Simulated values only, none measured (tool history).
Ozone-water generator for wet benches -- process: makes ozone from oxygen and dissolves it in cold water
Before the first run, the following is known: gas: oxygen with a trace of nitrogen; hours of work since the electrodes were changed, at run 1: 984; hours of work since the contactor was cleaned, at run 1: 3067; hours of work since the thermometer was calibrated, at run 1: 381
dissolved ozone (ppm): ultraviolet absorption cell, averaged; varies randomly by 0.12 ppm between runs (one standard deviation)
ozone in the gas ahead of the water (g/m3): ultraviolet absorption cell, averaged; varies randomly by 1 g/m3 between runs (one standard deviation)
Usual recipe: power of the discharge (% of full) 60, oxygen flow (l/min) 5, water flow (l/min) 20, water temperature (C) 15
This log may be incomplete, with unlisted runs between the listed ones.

run	day	power of the discharge (% of full)	oxygen flow (l/min)	water flow (l/min)	water temperature (C)	hours of work since the electrodes were changed	hours of work since the contactor was cleaned	hours of work since the thermometer was calibrated	dissolved ozone (ppm)	ozone in the gas ahead of the water (g/m3)
1	0	60	5	20	15	984	3067	381	16.5	213.3
2	1.708	60	5	20	20	1021	3104	418	15.5	212.2
3	3.558	60	5	20	20	1061	3144	458	15.5	211.2
4	5.138	60	6.92	20	15	1095	3178	492	16.6	177.2
5	6.667	60	6.92	20	15	1128	3211	525	16.5	176.6
6	8.225	60	6.92	20	15	1162	3245	559	16.4	177.6
7	10.954	60	6.92	20	15	1221	3304	618	16.6	176.4
8	12.317	60	6.92	20	15	1250	3334	648	16.5	177.4
9	13.517	60	5	20	15	1276	3360	674	16.4	210.2
10	16.292	60	5	20	15	1337	3420	734	16.2	209
11	17.654	60	5	20	15	1366	3449	763	16.5	211.1
12	20.425	60	5	20	15	1426	3509	823	16.4	210.2
# day 20.712: contactor cleaned
13	22.567	60	5	20	15	1469	40	866	16.2	209.5
14	24.221	60	5	20	19	1505	76	902	15.3	210.2
15	25.6	60	5	20	19	1534	106	931	15.7	210.8
16	28.154	60	5	20	15	1590	161	987	16	210.1
17	29.796	60	5	20	15	1625	197	1022	16.2	209.6
18	31.346	92	4.03	25	21	1659	230	1056	16.6	330
19	33.512	92	4.03	25	21	1706	277	1103	16.5	327.5
# day 35.625: contactor cleaned, once more
20	36.325	92	4.03	25	22	1763	15	1160	17.4	328.6
21	39.096	60	5	22	15	1823	75	1220	15.6	206.9
22	41.817	55	5	31	14	1882	134	1279	10.4	196.1
23	43.758	55	5	31	14	1924	176	1321	10.5	195.3
24	45.717	55	5	31	14	1966	218	1363	10.3	195.3
25	48.371	55	5	31	14	2024	276	1421	10.3	194.9
26	51.029	60	5	18	12	2081	333	1478	19.4	208
27	52.712	60	4.53	20	19	2118	370	1515	15.9	220.4
28	54.267	60	4.53	20	19	2151	403	1548	15.8	220.6
29	56.912	60	4.53	20	19	2208	461	1606	15.9	219.4
30	58.517	60	4.53	20	19	2243	495	1640	15.7	218.6
31	60.475	97	3.04	13	10	2286	538	1683	37.6	397.7
32	62.971	75	6.19	23	9	2340	592	1737	19.3	220.4
33	64.996	75	6.19	23	9	2383	636	1780	19	220.4
34	66.371	48	4.69	20	15	2413	665	1810	14	180.2

Entry by entry between the runs, the difference in hidden state between the last listed run before and the first listed run after:
From run 12 to run 13: contactor cleaned (day 20.712)
  yield of the discharge, % of new electrodes': 97.7 -> 97.6; contactor's efficiency, % of a clean one's: 93.4 -> 91.3
  the result without the hidden state subtracted from the measured one, dissolved ozone (ppm): -1.2 -> -1.4; ozone in the gas ahead of the water (g/m3): -4.4 -> -4.5
From run 19 to run 20: contactor cleaned, once more (day 35.625)
  yield of the discharge, % of new electrodes': 97.3 -> 97.2; contactor's efficiency, % of a clean one's: 91 -> 99.6
  the result without the hidden state subtracted from the measured one, dissolved ozone (ppm): -1.8 -> -0.7; ozone in the gas ahead of the water (g/m3): -11.1 -> -11.5
